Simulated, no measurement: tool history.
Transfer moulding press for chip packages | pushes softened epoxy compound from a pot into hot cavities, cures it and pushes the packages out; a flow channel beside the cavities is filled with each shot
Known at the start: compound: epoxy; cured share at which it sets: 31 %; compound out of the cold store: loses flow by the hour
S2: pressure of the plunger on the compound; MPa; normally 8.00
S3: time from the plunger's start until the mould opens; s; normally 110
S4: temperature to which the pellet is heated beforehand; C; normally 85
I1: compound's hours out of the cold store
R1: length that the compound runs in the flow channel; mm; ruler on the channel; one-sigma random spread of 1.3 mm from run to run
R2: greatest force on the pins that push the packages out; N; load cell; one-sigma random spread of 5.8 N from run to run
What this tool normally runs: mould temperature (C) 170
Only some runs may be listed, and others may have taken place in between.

run 1 day=0.000 | mould_temperature_(C)=170 S2=8.00 S3=110 S4=85 | I1=8.5 | R1=541 R2=271
run 2 day=1.304 | mould_temperature_(C)=170 S2=8.00 S3=110 S4=85 | I1=22.9 | R1=505 R2=337
-- day=1.804 cavities cleaned with cleaning compound and waxed
run 3 day=2.667 | mould_temperature_(C)=170 S2=8.00 S3=110 S4=85 | I1=11.6 | R1=528 R2=286
-- day=4.342 cavities cleaned with cleaning compound and waxed
run 4 day=5.117 | mould_temperature_(C)=170 S2=8.00 S3=110 S4=85 | I1=30.9 | R1=482 R2=265
run 5 day=6.508 | mould_temperature_(C)=170 S2=8.00 S3=110 S4=85 | I1=40.1 | R1=461 R2=346
-- day=6.954 cavities cleaned with cleaning compound and waxed
run 6 day=7.729 | mould_temperature_(C)=170 S2=8.00 S3=120 S4=85 | I1=19.4 | R1=500 R2=260
run 7 day=8.883 | mould_temperature_(C)=170 S2=8.00 S3=92 S4=85 | I1=10.8 | R1=515 R2=427
-- day=9.542 cavities cleaned with cleaning compound and waxed
run 8 day=10.450 | mould_temperature_(C)=170 S2=8.00 S3=110 S4=83 | I1=9.6 | R1=513 R2=264
-- day=12.175 cavities cleaned with cleaning compound and waxed
run 9 day=12.646 | mould_temperature_(C)=170 S2=8.00 S3=110 S4=83 | I1=32.5 | R1=468 R2=258
-- day=13.746 plunger's sealing rings changed
-- day=14.871 cavities cleaned with cleaning compound and waxed
run 10 day=14.958 | mould_temperature_(C)=170 S2=8.00 S3=110 S4=83 | I1=35.3 | R1=484 R2=219
run 11 day=16.350 | mould_temperature_(C)=170 S2=8.00 S3=110 S4=83 | I1=12.7 | R1=525 R2=322
-- day=17.471 cavities cleaned with cleaning compound and waxed
run 12 day=18.688 | mould_temperature_(C)=170 S2=8.00 S3=110 S4=85 | I1=41.7 | R1=465 R2=294
-- day=19.971 cavities cleaned with cleaning compound and waxed
run 13 day=20.088 | mould_temperature_(C)=170 S2=8.00 S3=110 S4=85 | I1=37.7 | R1=470 R2=239
-- day=22.629 cavities cleaned with cleaning compound and waxed
run 14 day=22.725 | mould_temperature_(C)=170 S2=8.00 S3=110 S4=85 | I1=22.8 | R1=493 R2=234
-- day=24.375 mould's thermocouples calibrated
run 15 day=25.071 | mould_temperature_(C)=170 S2=8.00 S3=96 S4=90 | I1=18.3 | R1=496 R2=382
-- day=25.362 cavities cleaned with cleaning compound and waxed
-- day=27.896 cavities cleaned with cleaning compound and waxed
run 16 day=27.946 | mould_temperature_(C)=177 S2=7.49 S3=94 S4=83 | I1=29.8 | R1=441 R2=222
-- day=28.221 plunger's sealing rings changed
run 17 day=29.433 | mould_temperature_(C)=170 S2=8.83 S3=92 S4=86 | I1=8.1 | R1=563 R2=378
-- day=30.467 cavities cleaned with cleaning compound and waxed
run 18 day=31.117 | mould_temperature_(C)=166 S2=7.44 S3=120 S4=82 | I1=46.1 | R1=450 R2=258
-- day=33.008 cavities cleaned with cleaning compound and waxed
run 19 day=33.588 | mould_temperature_(C)=166 S2=8.88 S3=110 S4=86 | I1=42.0 | R1=493 R2=294
run 20 day=35.221 | mould_temperature_(C)=177 S2=9.47 S3=145 S4=89 | I1=21.6 | R1=526 R2=294
-- day=35.625 cavities cleaned with cleaning compound and waxed
run 21 day=37.529 | mould_temperature_(C)=170 S2=8.00 S3=110 S4=76 | I1=29.0 | R1=480 R2=341
-- day=38.188 cavities cleaned with cleaning compound and waxed
run 22 day=39.883 | mould_temperature_(C)=170 S2=8.00 S3=137 S4=86 | I1=43.8 | R1=446 R2=296
-- day=40.683 cavities cleaned with cleaning compound and waxed
run 23 day=42.321 | mould_temperature_(C)=165 S2=8.00 S3=137 S4=86 | I1=47.7 | R1=446 R2=283
-- day=42.721 plunger's sealing rings changed
-- day=43.279 cavities cleaned with cleaning compound and waxed
run 24 day=44.421 | mould_temperature_(C)=165 S2=6.88 S3=127 S4=86 | I1=44.7 | R1=439 R2=278
-- day=45.767 cavities cleaned with cleaning compound and waxed
run 25 day=45.767 | mould_temperature_(C)=176 S2=9.40 S3=136 S4=85 | I1=37.3 | R1=504 R2=184
run 26 day=47.188 | mould_temperature_(C)=176 S2=9.40 S3=136 S4=85 | I1=38.3 | R1=500 R2=267

A few steps of R1 between consecutive runs. Split each: what settings, incoming material and random variation would produce without the hidden state, and what is left over for the hidden state, along with gauge scatter present in only one of the two compared results (measured, and without hidden state):
Hidden state present: true mould temperature over the reading, C; pressure that reaches the compound, % of what is set; grip of the stained cavities, % over clean ones'; drift of the gauge itself on flow_mm, %; drift of the gauge itself on push_out_n, %.
Run 9 -> 10: plunger's sealing rings changed, cavities cleaned with cleaning compound and waxed. R1 +16 mm: hidden state +24, all else -8.
Run 16 -> 17: mould temperature (C) 177 -> 170, S2 7.49 -> 8.83, S3 94 -> 92, S4 83 -> 86, plunger's sealing rings changed. R1 +122 mm: hidden state +22, all else +100.
Run 17 -> 18: mould temperature (C) 170 -> 166, S2 8.83 -> 7.44, S3 92 -> 120, S4 86 -> 82, cavities cleaned with cleaning compound and waxed. R1 -113 mm: hidden state -2, all else -111.
Run 23 -> 24: S2 8.00 -> 6.88, S3 137 -> 127, plunger's sealing rings changed, cavities cleaned with cleaning compound and waxed. R1 -7 mm: hidden state +24, all else -31.
